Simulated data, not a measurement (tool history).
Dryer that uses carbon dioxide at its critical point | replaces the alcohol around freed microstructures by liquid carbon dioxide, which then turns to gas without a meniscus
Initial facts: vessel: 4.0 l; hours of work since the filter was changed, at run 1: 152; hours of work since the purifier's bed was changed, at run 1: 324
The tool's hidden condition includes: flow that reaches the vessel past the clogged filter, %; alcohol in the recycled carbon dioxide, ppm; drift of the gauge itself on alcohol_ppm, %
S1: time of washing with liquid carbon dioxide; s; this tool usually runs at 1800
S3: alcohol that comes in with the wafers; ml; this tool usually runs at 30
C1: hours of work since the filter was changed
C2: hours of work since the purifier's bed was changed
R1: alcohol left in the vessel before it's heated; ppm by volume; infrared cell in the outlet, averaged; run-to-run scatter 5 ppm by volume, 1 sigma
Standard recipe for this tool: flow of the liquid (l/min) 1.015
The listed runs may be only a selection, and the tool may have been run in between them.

Run 1, hour 0: usual settings; C1 152; C2 324. Result: R1 146 ppm by volume.
Run 2, hour 8.7: usual settings; C1 157; C2 330. Result: R1 133 ppm by volume.
Run 3, hour 19.9: usual settings; C1 164; C2 337. Result: R1 133 ppm by volume.
Run 4, hour 30: usual settings; C1 171; C2 343. Result: R1 144 ppm by volume.
Run 5, hour 46.5: usual settings; C1 181; C2 354. Result: R1 142 ppm by volume.
Run 6, hour 56.7: usual settings; C1 188; C2 360. Result: R1 153 ppm by volume.
At hour 61.7: inlet filter changed.
Run 7, hour 65.6: usual settings; C1 3; C2 365. Result: R1 122 ppm by volume.
Run 8, hour 74.6: usual settings; C1 8; C2 371. Result: R1 136 ppm by volume.
Run 9, hour 84.1: usual settings but S1 1500 s; C1 14; C2 377. Result: R1 163 ppm by volume.
Run 10, hour 100.6: usual settings but S1 1500 s; C1 25; C2 387. Result: R1 157 ppm by volume.
Run 11, hour 116.2: usual settings but S1 1500 s; C1 35; C2 397. Result: R1 169 ppm by volume.
Run 12, hour 126.1: usual settings but S3 65 ml; C1 41; C2 404. Result: R1 164 ppm by volume.
Run 13, hour 140.8: usual settings; C1 50; C2 413. Result: R1 154 ppm by volume.
Run 14, hour 157.3: usual settings; C1 61; C2 423. Result: R1 152 ppm by volume.
Run 15, hour 169.9: usual settings but S3 41 ml; C1 69; C2 431. Result: R1 169 ppm by volume.
Run 16, hour 178.2: usual settings; C1 74; C2 437. Result: R1 161 ppm by volume.
Run 17, hour 186.5: usual settings; C1 79; C2 442. Result: R1 155 ppm by volume.
Run 18, hour 193.5: usual settings; C1 84; C2 446. Result: R1 155 ppm by volume.
Run 19, hour 206: usual settings; C1 92; C2 454. Result: R1 165 ppm by volume.
Run 20, hour 213.6: usual settings; C1 97; C2 459. Result: R1 169 ppm by volume.
Run 21, hour 228: usual settings; C1 106; C2 468. Result: R1 166 ppm by volume.
Run 22, hour 234.8: usual settings but S1 2400 s; C1 110; C2 473. Result: R1 150 ppm by volume.
Run 23, hour 245.2: usual settings but S1 1440 s, flow of the liquid (l/min) 0.66, S3 64 ml; C1 117; C2 479. Result: R1 1073 ppm by volume.
Run 24, hour 257.6: usual settings but S1 2400 s, flow of the liquid (l/min) 1.3, S3 27 ml; C1 124; C2 487. Result: R1 150 ppm by volume.
Run 25, hour 272.3: usual settings but S1 2460 s, flow of the liquid (l/min) 1.36; C1 134; C2 496. Result: R1 134 ppm by volume.
Run 26, hour 282.8: usual settings but S1 2460 s, flow of the liquid (l/min) 1.36; C1 140; C2 503. Result: R1 155 ppm by volume.
Run 27, hour 296.4: usual settings but S1 1680 s, flow of the liquid (l/min) 1.36, S3 48 ml; C1 149; C2 512. Result: R1 168 ppm by volume.
Run 28, hour 312.7: usual settings but S1 1680 s, flow of the liquid (l/min) 1.36, S3 48 ml; C1 160; C2 522. Result: R1 163 ppm by volume.
Run 29, hour 323.2: usual settings but S1 1680 s, flow of the liquid (l/min) 1.36, S3 48 ml; C1 166; C2 529. Result: R1 160 ppm by volume.
Run 30, hour 332.6: usual settings but S1 1860 s, flow of the liquid (l/min) 1.36, S3 48 ml; C1 172; C2 535. Result: R1 162 ppm by volume.
Run 31, hour 344.1: usual settings but S1 1860 s, flow of the liquid (l/min) 1.36, S3 48 ml; C1 179; C2 542. Result: R1 160 ppm by volume.
Run 32, hour 357.8: usual settings but S1 1860 s, flow of the liquid (l/min) 1.36, S3 48 ml; C1 188; C2 551. Result: R1 170 ppm by volume.
At hour 362: inlet filter changed.
Run 33, hour 366.7: usual settings but S1 1320 s, flow of the liquid (l/min) 0.86, S3 105 ml; C1 3; C2 556. Result: R1 705 ppm by volume.
Run 34, hour 379.9: usual settings but S1 1260 s, flow of the liquid (l/min) 1.16, S3 40 ml; C1 11; C2 564. Result: R1 230 ppm by volume.
Run 35, hour 389.9: usual settings but S1 1560 s, flow of the liquid (l/min) 0.61, S3 47 ml; C1 18; C2 570. Result: R1 688 ppm by volume.
Run 36, hour 404.4: usual settings but S1 1560 s, flow of the liquid (l/min) 1.13, S3 48 ml; C1 27; C2 580. Result: R1 204 ppm by volume.
Run 37, hour 413.5: usual settings but S1 1560 s, flow of the liquid (l/min) 1.13, S3 48 ml; C1 33; C2 585. Result: R1 208 ppm by volume.
Run 38, hour 429.3: usual settings but S1 1560 s, flow of the liquid (l/min) 1.13, S3 48 ml; C1 43; C2 596. Result: R1 212 ppm by volume.
Run 39, hour 440.5: usual settings but S3 35 ml; C1 50; C2 603. Result: R1 213 ppm by volume.
Run 40, hour 448.6: usual settings but S3 35 ml; C1 55; C2 608. Result: R1 211 ppm by volume.
Run 41, hour 459.9: usual settings but S1 1200 s, flow of the liquid (l/min) 1.35, S3 104 ml; C1 62; C2 615. Result: R1 304 ppm by volume.
Run 42, hour 468.6: usual settings but S1 1200 s, flow of the liquid (l/min) 1.35, S3 104 ml; C1 68; C2 620. Result: R1 306 ppm by volume.
Run 43, hour 479.2: usual settings but flow of the liquid (l/min) 1.48; C1 74; C2 627. Result: R1 190 ppm by volume.
Run 44, hour 492.5: usual settings but flow of the liquid (l/min) 1.48; C1 83; C2 636. Result: R1 188 ppm by volume.

Branching from run 44: 3 alternative next runs. What would each branch give?
Run A, hour 504.7: usual settings but S1 2520 s, flow of the liquid (l/min) 1.59, S3 40 ml; C1 91; C2 643. Result: R1 ?.
Run B, hour 504.7: usual settings but flow of the liquid (l/min) 1.6; C1 91; C2 643. Result: R1 ?.
Run C, hour 504.7: usual settings but S1 2520 s, flow of the liquid (l/min) 1.15, S3 105 ml; C1 91; C2 643. Result: R1 ?.

run   R1
  A  185
  B  194
  C  188
Take away the tool's hidden state, keep each run's random variation, and the runs would have read:
run  R1
  A   2
  B   5
  C   1
